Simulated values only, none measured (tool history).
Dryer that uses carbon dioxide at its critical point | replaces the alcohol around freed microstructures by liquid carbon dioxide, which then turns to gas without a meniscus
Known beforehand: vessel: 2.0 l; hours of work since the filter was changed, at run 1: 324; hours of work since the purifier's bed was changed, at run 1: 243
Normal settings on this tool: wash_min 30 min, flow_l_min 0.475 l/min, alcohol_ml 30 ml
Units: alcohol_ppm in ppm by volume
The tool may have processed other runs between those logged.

run	hour	wash_min	flow_l_min	alcohol_ml	hours of work since the filter was changed	hours of work since the purifier's bed was changed	alcohol_ppm
1	0	30	0.475	30	324	243	74
2	48.5	30	0.475	30	340	259	78
# hour 61.5: inlet filter changed
3	92.7	30	0.475	30	11	274	69
4	137.2	30	0.475	30	26	289	64
5	186.3	30	0.475	30	43	306	68
6	226.9	30	0.475	30	56	320	69
7	261.1	30	0.475	30	68	331	75
8	294.9	30	0.475	30	80	343	70
9	343.3	30	0.475	30	96	359	74
10	369.2	30	0.475	30	105	368	86
11	400.6	30	0.475	30	116	379	86
12	457.1	30	0.287	30	135	398	357
13	497.1	30	0.498	30	148	412	88
14	522	30	0.498	30	157	420	91
15	570.2	32	0.753	57	173	437	74
16	598.9	32	0.753	57	183	446	73
17	630.2	37	0.646	58	194	457	78
18	679.5	46	0.377	104	211	474	98
19	707.1	46	0.377	104	220	483	99
20	758.2	30	0.377	23	237	501	157
21	786.1	27	0.43	30	247	510	157
22	837.4	20	0.412	23	264	528	373
23	869.4	37	0.475	40	275	538	93

Alternative continuations, all from the tool just after run 23; predict every row:
A	908.7	30	0.475	51	289	552	?
B	908.7	28	0.69	37	289	552	?
C	908.7	20	0.298	22	289	552	?
D	908.7	38	0.681	45	289	552	?

run	alcohol_ppm
A	138
B	96
C	890
D	94
Had the tool no hidden state, the same runs would have come out as:
run	alcohol_ppm
A	36
B	9
C	663
D	10
